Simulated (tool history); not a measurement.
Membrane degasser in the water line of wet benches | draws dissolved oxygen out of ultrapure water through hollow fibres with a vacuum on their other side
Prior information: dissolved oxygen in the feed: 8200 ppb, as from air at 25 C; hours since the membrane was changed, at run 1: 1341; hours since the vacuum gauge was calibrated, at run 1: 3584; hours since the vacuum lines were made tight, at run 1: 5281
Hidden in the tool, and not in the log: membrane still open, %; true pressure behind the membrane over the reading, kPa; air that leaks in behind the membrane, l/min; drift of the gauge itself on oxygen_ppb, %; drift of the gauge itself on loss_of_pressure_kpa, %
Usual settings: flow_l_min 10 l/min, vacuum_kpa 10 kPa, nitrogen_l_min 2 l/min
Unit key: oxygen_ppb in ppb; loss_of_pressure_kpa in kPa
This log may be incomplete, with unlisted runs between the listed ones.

run	hour	flow_l_min	vacuum_kpa	nitrogen_l_min	hours since the membrane was changed	hours since the vacuum gauge was calibrated	hours since the vacuum lines were made tight	oxygen_ppb	loss_of_pressure_kpa
1	0	10	10	2	1341	3584	5281	89.9	40.71
2	30.7	15	10	2	1372	3614	5311	149.9	60.87
3	56.3	15	10	2	1398	3640	5337	151.6	60.52
4	80.7	15	10	2	1422	3664	5361	152.9	60.83
5	107	15	10	2	1448	3691	5388	149.6	60.52
6	146.7	10	10	3.08	1488	3730	5427	61.6	40.23
7	169.6	10	10	3.08	1511	3753	5450	61.4	40.51
8	213.4	10	10	2	1555	3797	5494	88.9	40.71
9	236.1	10	10	2	1577	3820	5517	89.9	40.6
10	265.8	10	10	2	1607	3849	5546	91.3	40.41
11	286.6	10	11.7	2	1628	3870	5567	110.4	40.73
12	306	10	11.7	2	1647	3890	5587	111.7	40.5
13	325	10	8.4	2	1666	3909	5606	71.3	40.17
14	345.5	10	10	2	1687	3929	5626	90.4	40.57
15	364.1	10	10	1.32	1705	3948	5645	130	40.41
16	401.7	10	7	2	1743	3985	5682	54.1	40.32
17	446.3	12	10	4.35	1788	4030	5727	60.2	48.92
18	469.7	12	10	4.35	1811	4053	5750	60.5	48.19
19	512.8	12	10	4.35	1854	4096	5793	60.9	49.02
# hour 528.3: vacuum gauge calibrated
20	538	8	9.3	1.38	1879	10	5818	88.4	32.1
21	573.2	8	12.4	2.5	1914	45	5853	76	32.39
22	605.2	8	12.4	2.5	1946	77	5885	75.8	32.11
23	649.2	10	7.7	2	1990	121	5929	61.8	40.28
24	692.1	10	7.7	2	2033	164	5972	63	40.6
25	722.6	10	9.1	1.94	2063	194	6003	81.8	40.46
26	755.8	10	9.1	1.94	2097	228	6036	80.7	40.32
27	778.2	15	6.2	2.96	2119	250	6058	67	60.55
28	804.6	10	10	5.89	2145	276	6085	36.3	40.09
29	843.7	13	22.1	2.49	2185	315	6124	251.2	52.61
30	868.5	10	13.2	2	2209	340	6149	127.7	40.35
31	908.4	10	13.2	2	2249	380	6188	126.9	40.98

Forecast each of these 5 alternatives for the next run:
A	937.6	7	10	2.99	2278	409	6218	?	?
B	937.6	10	13.2	1.76	2278	409	6218	?	?
C	937.6	10	21.4	4.65	2278	409	6218	?	?
D	937.6	7	10	2	2278	409	6218	?	?
E	937.6	6	9.3	1.24	2278	409	6218	?	?

run	oxygen_ppb	loss_of_pressure_kpa
A	41.1	28.54
B	144	40.73
C	103.5	40.54
D	60.8	28.45
E	72.3	24.33
With the hidden condition removed and each run's random variation left untouched, the same runs would have given:
run	oxygen_ppb	loss_of_pressure_kpa
A	41.1	28.53
B	143.9	40.72
C	103.4	40.53
D	60.7	28.45
E	72.2	24.32
